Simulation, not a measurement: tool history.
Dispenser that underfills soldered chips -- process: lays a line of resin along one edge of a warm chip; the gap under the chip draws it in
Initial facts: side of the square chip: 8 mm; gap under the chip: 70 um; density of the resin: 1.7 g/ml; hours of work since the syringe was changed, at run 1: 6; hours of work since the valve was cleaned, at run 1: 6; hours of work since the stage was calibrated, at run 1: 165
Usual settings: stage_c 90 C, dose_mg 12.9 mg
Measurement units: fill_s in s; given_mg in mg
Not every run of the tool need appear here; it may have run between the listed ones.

| run | hour | stage_c | dose_mg | hours of work since the syringe was changed | hours of work since the valve was cleaned | hours of work since the stage was calibrated | fill_s | given_mg |
|---|---|---|---|---|---|---|---|---|
| 1 | 0.0 | 90 | 12.9 | 6 | 6 | 165 | 88.7 | 12.86 |
|  | 6.6 | new syringe of resin |
| 2 | 10.3 | 102 | 12.9 | 3 | 13 | 172 | 50.2 | 12.85 |
| 3 | 18.1 | 81 | 12.9 | 8 | 18 | 178 | 138.6 | 12.74 |
|  | 21.5 | new syringe of resin |
| 4 | 25.0 | 99 | 12.9 | 2 | 23 | 182 | 53.9 | 12.77 |
| 5 | 32.5 | 99 | 12.9 | 8 | 28 | 187 | 75.3 | 12.70 |
|  | 35.8 | new syringe of resin |
| 6 | 45.3 | 96 | 12.9 | 7 | 37 | 196 | 77.7 | 12.63 |
|  | 49.9 | new syringe of resin |
|  | 58.9 | dispensing valve cleaned and set on the balance |
| 7 | 60.5 | 96 | 12.9 | 7 | 1 | 206 | 76.2 | 12.95 |
|  | 65.8 | new syringe of resin |
| 8 | 70.1 | 90 | 12.9 | 3 | 8 | 212 | 74.3 | 12.91 |
|  | 80.7 | new syringe of resin |
| 9 | 83.5 | 90 | 14.9 | 2 | 17 | 222 | 70.3 | 14.77 |
| 10 | 89.4 | 90 | 14.9 | 6 | 21 | 226 | 91.9 | 14.76 |
|  | 94.9 | new syringe of resin |
| 11 | 96.4 | 90 | 14.9 | 1 | 26 | 230 | 66.4 | 14.68 |
| 12 | 105.2 | 90 | 14.9 | 7 | 32 | 237 | 98.6 | 14.67 |
|  | 109.8 | new syringe of resin |
| 13 | 119.3 | 82 | 13.8 | 7 | 41 | 246 | 121.4 | 13.52 |
|  | 124.3 | new syringe of resin |
|  | 126.2 | dispensing valve cleaned and set on the balance |
| 14 | 133.9 | 80 | 14.3 | 6 | 5 | 256 | 127.6 | 14.31 |
|  | 139.3 | new syringe of resin |
| 15 | 145.0 | 84 | 12.9 | 4 | 13 | 263 | 99.7 | 12.86 |
|  | 153.3 | new syringe of resin |
| 16 | 154.0 | 88 | 12.9 | 0 | 19 | 269 | 71.1 | 12.78 |
| 17 | 166.0 | 80 | 13.5 | 9 | 27 | 278 | 152.5 | 13.28 |
|  | 168.2 | new syringe of resin |
| 18 | 178.0 | 76 | 14.5 | 7 | 36 | 286 | 154.9 | 14.20 |
|  | 182.3 | new syringe of resin |
| 19 | 191.3 | 76 | 14.5 | 6 | 45 | 295 | 152.8 | 14.12 |
|  | 193.5 | dispensing valve cleaned and set on the balance |
|  | 197.8 | new syringe of resin |
| 20 | 199.8 | 76 | 14.5 | 1 | 4 | 300 | 116.8 | 14.46 |
| 21 | 208.0 | 94 | 12.9 | 7 | 10 | 306 | 88.4 | 12.86 |
|  | 212.4 | new syringe of resin |
| 22 | 219.3 | 94 | 12.9 | 5 | 18 | 313 | 74.5 | 12.78 |
|  | 226.7 | new syringe of resin |
| 23 | 232.0 | 81 | 12.7 | 4 | 26 | 322 | 108.5 | 12.50 |

Predict each of these 5 candidate next runs independently; none follows another, all start after run 23:
| A | 239.2 | 82 | 12.9 | 9 | 31 | 327 | ? | ? |
| B | 239.2 | 90 | 15.5 | 9 | 31 | 327 | ? | ? |
| C | 239.2 | 87 | 15.4 | 9 | 31 | 327 | ? | ? |
| D | 239.2 | 91 | 12.0 | 9 | 31 | 327 | ? | ? |
| E | 239.2 | 86 | 14.1 | 9 | 31 | 327 | ? | ? |

| run | fill_s | given_mg |
|---|---|---|
| A | 146.1 | 12.65 |
| B | 107.3 | 15.20 |
| C | 117.3 | 15.10 |
| D | 106.0 | 11.77 |
| E | 119.7 | 13.77 |
With no hidden state in the tool, these same runs would have given:
| run | fill_s | given_mg |
|---|---|---|
| A | 79.1 | 12.90 |
| B | 58.5 | 15.50 |
| C | 63.5 | 15.40 |
| D | 57.5 | 12.00 |
| E | 65.0 | 14.04 |
